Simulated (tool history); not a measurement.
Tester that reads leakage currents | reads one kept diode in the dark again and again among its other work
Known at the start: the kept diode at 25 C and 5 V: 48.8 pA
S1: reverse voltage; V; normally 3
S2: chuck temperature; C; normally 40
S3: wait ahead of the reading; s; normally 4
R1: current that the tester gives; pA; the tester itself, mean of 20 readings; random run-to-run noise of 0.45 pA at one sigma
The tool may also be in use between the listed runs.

| run | hour | S1 | S2 | S3 | R1 |
|---|---|---|---|---|---|
| 1 | 0 | 3 | 40 | 4 | 136.74 |
| 2 | 88.8 | 3 | 40 | 4 | 135.64 |
| 3 | 287.7 | 3 | 40 | 4 | 133.84 |
| 4 | 398.3 | 3 | 40 | 4 | 131.81 |
| 5 | 496.8 | 3 | 33 | 4 | 70.82 |
| 6 | 665.2 | 3 | 33 | 4 | 69.81 |
| 7 | 858.8 | 17.58 | 33 | 4 | 178.95 |
| 8 | 985.8 | 2.52 | 40 | 4 | 115.13 |
| 9 | 1098.6 | 3 | 40 | 4 | 125.04 |
| 10 | 1282 | 3 | 40 | 4 | 122.38 |
|  | 1314.8 | chuck's temperature calibrated |
|  | 1392.5 | probe card cleaned and baked |
| 11 | 1468.9 | 3 | 40 | 4 | 145.37 |
|  | 1480.1 | tester calibrated |
| 12 | 1621 | 3 | 49 | 4 | 306.9 |
| 13 | 1724.7 | 3 | 41 | 4 | 155.3 |
| 14 | 1835.9 | 1.66 | 48 | 1.81 | 205 |
| 15 | 2011.7 | 2.33 | 48 | 2.77 | 238.67 |
| 16 | 2105.1 | 2.1 | 60 | 0.69 | 592.63 |
| 17 | 2277.4 | 2.24 | 51 | 0.89 | 294.89 |
|  | 2348 | tester calibrated, once more |
| 18 | 2478.6 | 2.24 | 31 | 7.59 | 51.96 |
| 19 | 2595.5 | 2.24 | 31 | 7.59 | 51.36 |
| 20 | 2771.2 | 3 | 36 | 4 | 92.4 |
| 21 | 2853.6 | 2.43 | 51 | 0.72 | 294.93 |
| 22 | 3023.8 | 17.51 | 22 | 7.1 | 71.09 |

Consider 5 possible next runs. They are alternatives, not a sequence: every one starts from the tool as it was left by run 22. What does each give?
| A | 3202.7 | 14.52 | 22 | 4.94 | ? |
| B | 3202.7 | 3.11 | 22 | 1.79 | ? |
| C | 3202.7 | 1.51 | 51 | 0.72 | ? |
| D | 3202.7 | 3 | 33 | 4 | ? |
| E | 3202.7 | 2.88 | 26 | 0.39 | ? |

| run | R1 |
|---|---|
| A | 64.05 |
| B | 26.58 |
| C | 223.08 |
| D | 68.59 |
| E | 38.58 |
Without the tool's unlogged condition, the same runs would have read:
| run | R1 |
|---|---|
| A | 64.44 |
| B | 29.39 |
| C | 261.63 |
| D | 79.73 |
| E | 43.54 |

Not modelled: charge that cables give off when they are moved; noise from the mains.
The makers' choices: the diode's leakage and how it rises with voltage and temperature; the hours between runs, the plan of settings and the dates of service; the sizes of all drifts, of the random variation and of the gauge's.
